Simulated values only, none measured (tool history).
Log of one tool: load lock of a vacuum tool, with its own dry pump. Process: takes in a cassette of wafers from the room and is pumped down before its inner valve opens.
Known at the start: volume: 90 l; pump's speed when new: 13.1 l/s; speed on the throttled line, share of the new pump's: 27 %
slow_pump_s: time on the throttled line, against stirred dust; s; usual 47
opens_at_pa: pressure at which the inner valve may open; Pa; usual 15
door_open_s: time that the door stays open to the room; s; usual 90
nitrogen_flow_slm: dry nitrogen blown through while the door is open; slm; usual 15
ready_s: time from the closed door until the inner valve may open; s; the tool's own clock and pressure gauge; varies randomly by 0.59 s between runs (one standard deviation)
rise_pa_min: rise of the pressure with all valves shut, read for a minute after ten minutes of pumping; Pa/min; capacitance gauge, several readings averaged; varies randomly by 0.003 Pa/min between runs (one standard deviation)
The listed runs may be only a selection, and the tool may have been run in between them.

run	hour	slow_pump_s	opens_at_pa	door_open_s	nitrogen_flow_slm	incoming humidity of the room's air, %	ready_s	rise_pa_min
1	0.0	47	15	90	15	46.2	99.2	0.033
2	121.0	47	15	90	15	41.0	98.7	0.039
3	216.0	47	15	90	15	45.1	99.3	0.048
4	318.1	47	15	90	15	44.4	98.4	0.052
5	410.1	47	15	90	15	44.5	98.7	0.049
6	508.6	47	15	122	15	42.8	98.8	0.060
7	643.5	47	15	45	15	45.1	100.3	0.057
8	768.1	47	15	34	15	45.2	100.0	0.064
9	877.6	47	15	44	15	49.7	99.4	0.072
10	1000.4	47	15	44	15	46.5	99.9	0.074
11	1164.7	47	15	44	15	48.2	100.3	0.084
12	1368.4	47	15	90	15	43.7	100.6	0.097
13	1552.9	47	15	90	15	45.9	99.7	0.109
14	1672.1	47	15	71	15	43.9	100.2	0.111
15	1874.7	47	26	90	15	45.6	95.4	0.132
16	1991.4	47	22	90	28	43.9	97.8	0.132
17	2184.6	47	15	40	15	44.2	101.2	0.152
18	2284.5	47	15	40	15	49.3	100.0	0.156
19	2379.8	47	15	40	15	44.5	100.0	0.164
20	2524.2	47	26	90	20	44.5	96.0	0.181
21	2689.6	25	22	90	6	45.5	82.3	0.213
22	2846.7	39	20	161	5	48.7	93.7	0.232
23	2930.0	39	20	161	5	44.0	92.6	0.232

Estimate the outcome of run 24 from the log above:
24	3083.0	46	15	90	33	45.8	?	?

ready_s: 99.3 s
rise_pa_min: 0.228 Pa/min
With the hidden condition absent and the run-to-run variation left alone, this run would have shown ready_s 94.0 s, rise_pa_min 0.026 Pa/min.
